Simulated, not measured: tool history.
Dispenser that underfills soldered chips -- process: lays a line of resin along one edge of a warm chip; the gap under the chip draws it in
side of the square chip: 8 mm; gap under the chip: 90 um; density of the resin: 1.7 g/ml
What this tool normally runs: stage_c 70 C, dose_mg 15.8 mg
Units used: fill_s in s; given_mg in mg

run,hour,stage_c,dose_mg,fill_s,given_mg
1,0,70,15.8,14.3,15.64
2,7.6,63,15.8,32.2,15.74
# hour 10.1: new syringe of resin
# hour 23.3: new syringe of resin
3,24.5,70,15.8,13.8,15.57
# hour 35.9: new syringe of resin
4,37,78,15.8,9.4,15.53
5,45.6,78,15.8,16.3,15.42
# hour 48.5: new syringe of resin
6,55.3,78,15.8,13.6,15.58
# hour 60.6: new syringe of resin
7,71.8,70,15.8,25.1,15.52
# hour 73.6: new syringe of resin
8,79.1,70,15.8,17.7,15.28
# hour 86.1: new syringe of resin
9,89.3,70,15.8,15.7,15.34
# hour 98.5: new syringe of resin
10,100,70,17.1,13.6,16.6
# hour 107.6: dispensing valve cleaned and set on the balance
# hour 111.6: new syringe of resin
11,115.7,70,16.4,16.9,16.33
# hour 124.1: new syringe of resin
12,128.9,70,15.3,18.1,15.15
# hour 136.5: new syringe of resin
13,142.2,70,15.3,18.7,15.17
# hour 149.3: new syringe of resin
14,159.1,70,15.3,23.2,15.18
# hour 161.7: new syringe of resin
15,171.7,70,15.3,25.3,15.06
# hour 175.1: new syringe of resin
# hour 187.7: new syringe of resin
16,189,70,17.3,14.2,17.02
# hour 199.7: new syringe of resin
17,205.2,70,15.8,19.1,15.39
# hour 211.9: new syringe of resin
18,216.6,70,15.8,17.5,15.32
# hour 224.3: new syringe of resin
# hour 229.5: dispensing valve cleaned and set on the balance
19,232.1,70,15.8,20.7,15.87
# hour 238: new syringe of resin
20,240,70,15.8,14.9,15.83
# hour 250.5: new syringe of resin
21,253,70,15.8,15.1,15.72
# hour 262.6: new syringe of resin
22,263.8,70,15.8,14.5,15.64
# hour 274.8: new syringe of resin
23,278.3,68,15.8,17.7,15.71
# hour 287.3: new syringe of resin
24,295.7,55,13.9,45.4,13.65
# hour 299.3: new syringe of resin
25,305.3,80,19.1,12.1,18.81
# hour 312.3: new syringe of resin
26,315.9,78,16.1,12.2,15.79
# hour 324.2: new syringe of resin
27,324.2,74,15.1,11.6,14.78
28,335,71,18.9,24.5,18.57
# hour 336.6: new syringe of resin
# hour 349.2: new syringe of resin
# hour 352.2: dispensing valve cleaned and set on the balance
29,352.7,82,16,8.5,16.06
# hour 363: new syringe of resin
30,365,69,20.2,15.6,20.12
# hour 375.2: new syringe of resin
31,376,68,17.8,15.4,17.92
# hour 387.8: new syringe of resin
32,390.9,68,17.8,17.5,17.61
# hour 400.4: new syringe of resin
33,403.6,84,15.8,9,15.65
# hour 412.7: new syringe of resin
34,413,84,15.8,8.1,15.7

Predict each of these 4 candidate next runs independently; none follows another, all start after run 34:
A,422.1,65,13.8,?,?
B,422.1,56,20.2,?,?
C,422.1,70,17.5,?,?
D,422.1,56,13.5,?,?

run,fill_s,given_mg
A,30.5,13.63
B,46.1,19.9
C,24.3,17.18
D,47.2,13.35
What these runs would have given with no unlogged condition in the tool:
run,fill_s,given_mg
A,13.6,13.82
B,20.8,20.19
C,11.2,17.43
D,21.4,13.54
